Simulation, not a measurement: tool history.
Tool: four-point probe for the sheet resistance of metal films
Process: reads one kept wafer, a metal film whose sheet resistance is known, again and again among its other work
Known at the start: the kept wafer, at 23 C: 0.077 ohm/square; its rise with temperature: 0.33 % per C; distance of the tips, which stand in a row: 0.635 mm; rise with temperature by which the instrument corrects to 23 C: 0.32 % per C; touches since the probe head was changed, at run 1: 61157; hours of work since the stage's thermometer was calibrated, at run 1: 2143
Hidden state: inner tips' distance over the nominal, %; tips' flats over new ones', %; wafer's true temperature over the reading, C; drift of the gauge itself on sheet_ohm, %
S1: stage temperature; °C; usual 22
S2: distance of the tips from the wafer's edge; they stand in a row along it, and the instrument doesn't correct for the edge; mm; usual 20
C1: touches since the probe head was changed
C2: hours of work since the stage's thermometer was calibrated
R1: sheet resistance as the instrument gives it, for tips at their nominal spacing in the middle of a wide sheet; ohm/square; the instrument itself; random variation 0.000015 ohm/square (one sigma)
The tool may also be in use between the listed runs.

| run | hour | S1 | S2 | C1 | C2 | R1 |
|---|---|---|---|---|---|---|
| 1 | 0 | 22 | 20 | 61157 | 2143 | 0.076633 |
| 2 | 45.5 | 22 | 20 | 63014 | 2179 | 0.076607 |
| 3 | 80.8 | 22 | 20 | 64458 | 2207 | 0.076637 |
| 4 | 124.3 | 22 | 20 | 66234 | 2242 | 0.076648 |
| 5 | 160.6 | 20 | 20 | 67717 | 2271 | 0.076582 |
| 6 | 182.2 | 22 | 30 | 68598 | 2288 | 0.076561 |
| 7 | 212.4 | 22 | 20 | 69829 | 2312 | 0.076595 |
| 8 | 236.7 | 22 | 20 | 70823 | 2331 | 0.076596 |
| 9 | 269.7 | 22 | 20 | 72173 | 2358 | 0.076592 |
| 10 | 316 | 22 | 20 | 74063 | 2395 | 0.076622 |
| 11 | 345.8 | 22 | 20 | 75279 | 2418 | 0.076608 |
| 12 | 372 | 22 | 20 | 76348 | 2439 | 0.076593 |
|  | 376.7 | stage's thermometer calibrated |
| 13 | 411.6 | 21 | 46 | 77945 | 28 | 0.076366 |
| 14 | 447.8 | 23 | 5 | 79423 | 57 | 0.077023 |
| 15 | 477.1 | 23 | 5 | 80623 | 80 | 0.077055 |
| 16 | 519 | 23 | 36 | 82333 | 113 | 0.076378 |
| 17 | 541.3 | 25 | 27 | 83243 | 131 | 0.076418 |
| 18 | 570.3 | 25 | 8 | 84429 | 154 | 0.076664 |
| 19 | 612.6 | 25 | 8 | 86154 | 188 | 0.076675 |
| 20 | 647.4 | 28 | 9 | 87579 | 216 | 0.076599 |
| 21 | 688 | 27 | 41 | 89233 | 248 | 0.076412 |
| 22 | 720.8 | 27 | 41 | 90574 | 274 | 0.076391 |
| 23 | 744.1 | 24 | 38 | 91528 | 293 | 0.076421 |

Forecast each of these 5 alternatives for the next run:
| A | 770.8 | 21 | 16 | 92615 | 314 | ? |
| B | 770.8 | 22 | 38 | 92615 | 314 | ? |
| C | 770.8 | 27 | 7 | 92615 | 314 | ? |
| D | 770.8 | 21 | 24 | 92615 | 314 | ? |
| E | 770.8 | 20 | 57 | 92615 | 314 | ? |

| run | R1 |
|---|---|
| A | 0.076399 |
| B | 0.076356 |
| C | 0.076752 |
| D | 0.076372 |
| E | 0.076354 |
Without the tool's hidden state the same runs would have given:
| run | R1 |
|---|---|
| A | 0.077038 |
| B | 0.076995 |
| C | 0.077394 |
| D | 0.077011 |
| E | 0.076992 |

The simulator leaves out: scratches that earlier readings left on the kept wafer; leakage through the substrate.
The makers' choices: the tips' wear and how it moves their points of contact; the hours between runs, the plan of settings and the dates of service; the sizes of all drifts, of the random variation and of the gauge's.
